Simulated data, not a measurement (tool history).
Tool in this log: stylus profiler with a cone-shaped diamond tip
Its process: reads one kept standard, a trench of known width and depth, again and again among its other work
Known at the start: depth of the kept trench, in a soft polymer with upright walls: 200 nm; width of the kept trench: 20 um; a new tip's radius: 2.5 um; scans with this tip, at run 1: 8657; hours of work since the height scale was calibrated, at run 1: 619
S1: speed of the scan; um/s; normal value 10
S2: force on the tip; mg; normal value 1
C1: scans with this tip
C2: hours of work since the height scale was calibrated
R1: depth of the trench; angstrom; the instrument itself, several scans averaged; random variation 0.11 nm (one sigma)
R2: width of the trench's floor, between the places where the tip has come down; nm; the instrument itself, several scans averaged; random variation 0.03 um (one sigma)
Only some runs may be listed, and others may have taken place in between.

{"run": 1, "day": 0.0, "S1": 10, "S2": 1, "C1": 8657, "C2": 619, "R1": 2010.4, "R2": 16660}
{"run": 2, "day": 2.992, "S1": 10, "S2": 1, "C1": 9420, "C2": 674, "R1": 2007.3, "R2": 16520}
{"run": 3, "day": 5.796, "S1": 33, "S2": 1, "C1": 10136, "C2": 725, "R1": 2006.4, "R2": 16350}
{"run": 4, "day": 10.779, "S1": 10, "S2": 1, "C1": 11408, "C2": 816, "R1": 2004.6, "R2": 16330}
{"day": 12.579, "done": "new tip fitted, height scale calibrated"}
{"run": 5, "day": 14.6, "S1": 10, "S2": 1, "C1": 515, "C2": 37, "R1": 2014.3, "R2": 17900}
{"run": 6, "day": 18.612, "S1": 10, "S2": 1, "C1": 1538, "C2": 110, "R1": 2012.9, "R2": 17680}
{"run": 7, "day": 21.312, "S1": 10, "S2": 1, "C1": 2228, "C2": 159, "R1": 2011.5, "R2": 17580}
{"run": 8, "day": 25.575, "S1": 10, "S2": 1, "C1": 3315, "C2": 237, "R1": 2011.9, "R2": 17410}
{"run": 9, "day": 30.154, "S1": 27, "S2": 1, "C1": 4484, "C2": 321, "R1": 2010.5, "R2": 17160}
{"run": 10, "day": 32.65, "S1": 10, "S2": 1, "C1": 5121, "C2": 366, "R1": 2009.5, "R2": 17090}

Run 11, settings as shown, results not yet in. Your forecast:
{"run": 11, "day": 36.667, "S1": 15, "S2": 2.48, "C1": 6145, "C2": 440, "R1": "?", "R2": "?"}

R1: 2018.7 angstrom
R2: 17090 nm
Take away the tool's hidden state, keep the run-to-run variation as it was, and the same run would have given R1 2023.4 angstrom, R2 18030 nm.
